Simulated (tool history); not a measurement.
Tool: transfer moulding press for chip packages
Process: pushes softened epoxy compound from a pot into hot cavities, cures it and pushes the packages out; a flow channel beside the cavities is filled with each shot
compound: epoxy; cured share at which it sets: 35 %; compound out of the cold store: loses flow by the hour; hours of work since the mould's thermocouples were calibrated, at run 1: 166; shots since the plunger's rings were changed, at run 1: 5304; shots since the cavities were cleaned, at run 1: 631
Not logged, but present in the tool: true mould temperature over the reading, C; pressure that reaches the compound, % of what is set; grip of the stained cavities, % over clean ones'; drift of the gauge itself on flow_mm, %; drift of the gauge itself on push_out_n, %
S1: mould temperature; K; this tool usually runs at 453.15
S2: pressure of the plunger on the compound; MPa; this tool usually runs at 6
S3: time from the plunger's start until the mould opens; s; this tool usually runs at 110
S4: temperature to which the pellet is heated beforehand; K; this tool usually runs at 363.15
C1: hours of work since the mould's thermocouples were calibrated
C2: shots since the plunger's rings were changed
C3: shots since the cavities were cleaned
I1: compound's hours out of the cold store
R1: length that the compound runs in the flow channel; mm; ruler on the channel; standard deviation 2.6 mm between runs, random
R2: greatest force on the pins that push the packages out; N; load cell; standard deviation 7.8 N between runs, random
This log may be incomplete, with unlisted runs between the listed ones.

Run 1, hour 0: usual settings; C1 166; C2 5304; C3 631; I1 30.3. Result: R1 665 mm, R2 333 N.
At hour 7.3: cavities cleaned with cleaning compound and waxed.
At hour 13.1: plunger's sealing rings changed.
Run 2, hour 33.7: usual settings; C1 183; C2 191; C3 221; I1 15.7. Result: R1 739 mm, R2 340 N.
At hour 84.9: cavities cleaned with cleaning compound and waxed.
Run 3, hour 87.2: usual settings; C1 214; C2 675; C3 21; I1 30.6. Result: R1 671 mm, R2 340 N.
Run 4, hour 115.2: usual settings but S4 360.15 K; C1 230; C2 935; C3 281; I1 27.8. Result: R1 683 mm, R2 336 N.
At hour 161.9: cavities cleaned with cleaning compound and waxed.
Run 5, hour 174.4: usual settings but S4 360.15 K; C1 265; C2 1472; C3 116; I1 12.4. Result: R1 752 mm, R2 323 N.
Run 6, hour 200.3: usual settings; C1 280; C2 1712; C3 356; I1 34. Result: R1 657 mm, R2 335 N.
At hour 240.5: cavities cleaned with cleaning compound and waxed.
Run 7, hour 240.5: usual settings but S4 370.15 K; C1 303; C2 2073; C3 0; I1 9.5. Result: R1 770 mm, R2 327 N.
Run 8, hour 299.6: usual settings but S4 370.15 K; C1 337; C2 2621; C3 548; I1 16.3. Result: R1 733 mm, R2 333 N.
At hour 319.4: cavities cleaned with cleaning compound and waxed.
Run 9, hour 342.3: usual settings; C1 362; C2 3005; C3 214; I1 13.7. Result: R1 746 mm, R2 339 N.
Run 10, hour 375: usual settings but S4 358.15 K; C1 381; C2 3309; C3 518; I1 15.7. Result: R1 743 mm, R2 330 N.
At hour 394.1: cavities cleaned with cleaning compound and waxed.
Run 11, hour 403.7: usual settings but S4 358.15 K; C1 397; C2 3561; C3 89; I1 12.2. Result: R1 761 mm, R2 343 N.
Run 12, hour 462.9: usual settings but S1 448.15 K, S2 4.96 MPa, S3 144 s, S4 353.15 K; C1 432; C2 4112; C3 640; I1 26.1. Result: R1 638 mm, R2 303 N.
At hour 473: cavities cleaned with cleaning compound and waxed.
Run 13, hour 494.7: usual settings but S1 449.15 K, S2 4.96 MPa, S3 125 s, S4 365.15 K; C1 450; C2 4393; C3 201; I1 37.7. Result: R1 591 mm, R2 329 N.
At hour 550.5: cavities cleaned with cleaning compound and waxed.
Run 14, hour 555.5: usual settings but S1 449.15 K, S2 4.96 MPa, S3 125 s, S4 365.15 K; C1 485; C2 4944; C3 46; I1 30.8. Result: R1 615 mm, R2 324 N.
Run 15, hour 599.2: usual settings but S1 451.15 K, S2 5.28 MPa, S3 137 s, S4 361.15 K; C1 510; C2 5351; C3 453; I1 16.1. Result: R1 698 mm, R2 303 N.
At hour 606.7: mould's thermocouples calibrated.
At hour 609.2: plunger's sealing rings changed.
At hour 630.6: cavities cleaned with cleaning compound and waxed.
Run 16, hour 645.7: usual settings but S1 456.15 K, S2 5.96 MPa, S3 144 s; C1 21; C2 325; C3 141; I1 20.1. Result: R1 712 mm, R2 267 N.
Run 17, hour 699.9: usual settings but S3 139 s, S4 366.15 K; C1 53; C2 829; C3 645; I1 14.8. Result: R1 741 mm, R2 293 N.
At hour 707.4: cavities cleaned with cleaning compound and waxed.
Run 18, hour 748: usual settings but S3 139 s, S4 366.15 K; C1 80; C2 1262; C3 377; I1 27.6. Result: R1 681 mm, R2 301 N.
Run 19, hour 776.4: usual settings but S3 139 s, S4 357.15 K; C1 97; C2 1526; C3 641; I1 32.5. Result: R1 665 mm, R2 281 N.
At hour 782.8: cavities cleaned with cleaning compound and waxed.
Run 20, hour 805.6: usual settings but S3 139 s, S4 357.15 K; C1 113; C2 1784; C3 213; I1 44. Result: R1 617 mm, R2 277 N.
At hour 860.4: cavities cleaned with cleaning compound and waxed.
Run 21, hour 860.4: usual settings but S1 459.15 K, S2 5.63 MPa, S3 99 s, S4 365.15 K; C1 144; C2 2279; C3 0; I1 31.4. Result: R1 636 mm, R2 302 N.

Describe how what the log doesn't record of the tool's condition differs between the last listed run preceding each entry between runs and the first listed run following it.
After run 1, before run 2: cavities cleaned with cleaning compound and waxed (hour 7.3); plunger's sealing rings changed (hour 13.1)
  pressure that reaches the compound, % of what is set: 99.76 -> 99.99; grip of the stained cavities, % over clean ones': 1.4 -> 0.7
After run 2, before run 3: cavities cleaned with cleaning compound and waxed (hour 84.9)
  pressure that reaches the compound, % of what is set: 99.99 -> 99.97; grip of the stained cavities, % over clean ones': 0.7 -> 0.1
After run 4, before run 5: cavities cleaned with cleaning compound and waxed (hour 161.9)
  pressure that reaches the compound, % of what is set: 99.96 -> 99.93; grip of the stained cavities, % over clean ones': 0.9 -> 0.4
After run 6, before run 7: cavities cleaned with cleaning compound and waxed (hour 240.5)
  true mould temperature over the reading, C: 0.01 -> 0.02; pressure that reaches the compound, % of what is set: 99.92 -> 99.91; grip of the stained cavities, % over clean ones': 1 -> 0
After run 8, before run 9: cavities cleaned with cleaning compound and waxed (hour 319.4)
  pressure that reaches the compound, % of what is set: 99.89 -> 99.87; grip of the stained cavities, % over clean ones': 1.4 -> 0.7
After run 10, before run 11: cavities cleaned with cleaning compound and waxed (hour 394.1)
  pressure that reaches the compound, % of what is set: 99.86 -> 99.85; grip of the stained cavities, % over clean ones': 1.3 -> 0.3
After run 12, before run 13: cavities cleaned with cleaning compound and waxed (hour 473)
  pressure that reaches the compound, % of what is set: 99.82 -> 99.81; grip of the stained cavities, % over clean ones': 1.5 -> 0.6
After run 13, before run 14: cavities cleaned with cleaning compound and waxed (hour 550.5)
  pressure that reaches the compound, % of what is set: 99.81 -> 99.79; grip of the stained cavities, % over clean ones': 0.6 -> 0.2
After run 15, before run 16: mould's thermocouples calibrated (hour 606.7); plunger's sealing rings changed (hour 609.2); cavities cleaned with cleaning compound and waxed (hour 630.6)
  true mould temperature over the reading, C: 0.03 -> 0; pressure that reaches the compound, % of what is set: 99.77 -> 99.98; grip of the stained cavities, % over clean ones': 1.3 -> 0.5
After run 17, before run 18: cavities cleaned with cleaning compound and waxed (hour 707.4)
  pressure that reaches the compound, % of what is set: 99.96 -> 99.94; grip of the stained cavities, % over clean ones': 1.5 -> 1.1
After run 19, before run 20: cavities cleaned with cleaning compound and waxed (hour 782.8)
  pressure that reaches the compound, % of what is set: 99.93 -> 99.92; grip of the stained cavities, % over clean ones': 1.5 -> 0.7
After run 20, before run 21: cavities cleaned with cleaning compound and waxed (hour 860.4)
  pressure that reaches the compound, % of what is set: 99.92 -> 99.9; grip of the stained cavities, % over clean ones': 0.7 -> 0

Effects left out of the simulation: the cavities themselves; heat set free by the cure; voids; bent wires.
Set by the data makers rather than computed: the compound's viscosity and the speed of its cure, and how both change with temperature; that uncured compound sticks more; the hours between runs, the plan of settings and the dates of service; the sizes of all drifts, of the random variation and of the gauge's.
